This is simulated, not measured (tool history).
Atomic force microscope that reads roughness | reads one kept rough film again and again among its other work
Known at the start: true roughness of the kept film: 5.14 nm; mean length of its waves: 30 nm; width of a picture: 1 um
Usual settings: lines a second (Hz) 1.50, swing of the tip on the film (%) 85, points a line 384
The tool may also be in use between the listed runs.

run	hour	lines a second (Hz)	swing of the tip on the film (%)	points a line	roughness of the kept film (nm (root mean square))
1	0.0	1.50	85	384	2.491
# hour 34.2: new tip fitted
2	41.9	0.74	85	384	3.636
3	90.4	1.50	85	384	2.366
# hour 118.8: new tip fitted
4	146.7	1.50	85	384	2.781
5	180.3	1.50	85	384	2.230
# hour 202.7: new tip fitted
6	212.8	1.50	85	384	3.268
7	278.3	1.50	85	384	2.176
# hour 287.0: new tip fitted
8	339.7	1.50	85	384	2.459
# hour 371.3: new tip fitted
9	386.7	1.50	85	384	3.162
10	421.1	0.59	85	384	2.737
# hour 455.8: new tip fitted
11	457.9	0.59	85	384	3.879
12	493.4	0.59	85	471	2.936
13	538.2	0.59	85	471	2.322
# hour 544.0: new tip fitted
14	581.7	0.51	71	471	3.009
15	612.4	1.11	87	1011	2.282
# hour 628.8: new tip fitted
# hour 629.8: height scale calibrated on a step standard
16	665.2	1.11	87	1011	2.816
17	701.1	1.11	69	409	2.403
# hour 716.5: new tip fitted
18	749.4	1.01	75	442	2.989
# hour 807.0: new tip fitted
19	819.6	1.01	75	442	3.495

Hidden state or all else? Some run-to-run changes of roughness of the kept film (nm (root mean square)), split into what the settings, what came in and random variation would give without the hidden state, and what is left for the hidden state (with any gauge scatter that isn't in both results):
The hidden state here: radius of the tip, nm; height scale over the true one, %; drift of the gauge itself on roughness_nm, %.
Run 2 -> 3: lines a second (Hz) 0.74 -> 1.50. roughness of the kept film (nm (root mean square)) -1.270: hidden state -0.962, all else -0.308.
Run 10 -> 11: new tip fitted. roughness of the kept film (nm (root mean square)) +1.142: hidden state +1.153, all else -0.011.

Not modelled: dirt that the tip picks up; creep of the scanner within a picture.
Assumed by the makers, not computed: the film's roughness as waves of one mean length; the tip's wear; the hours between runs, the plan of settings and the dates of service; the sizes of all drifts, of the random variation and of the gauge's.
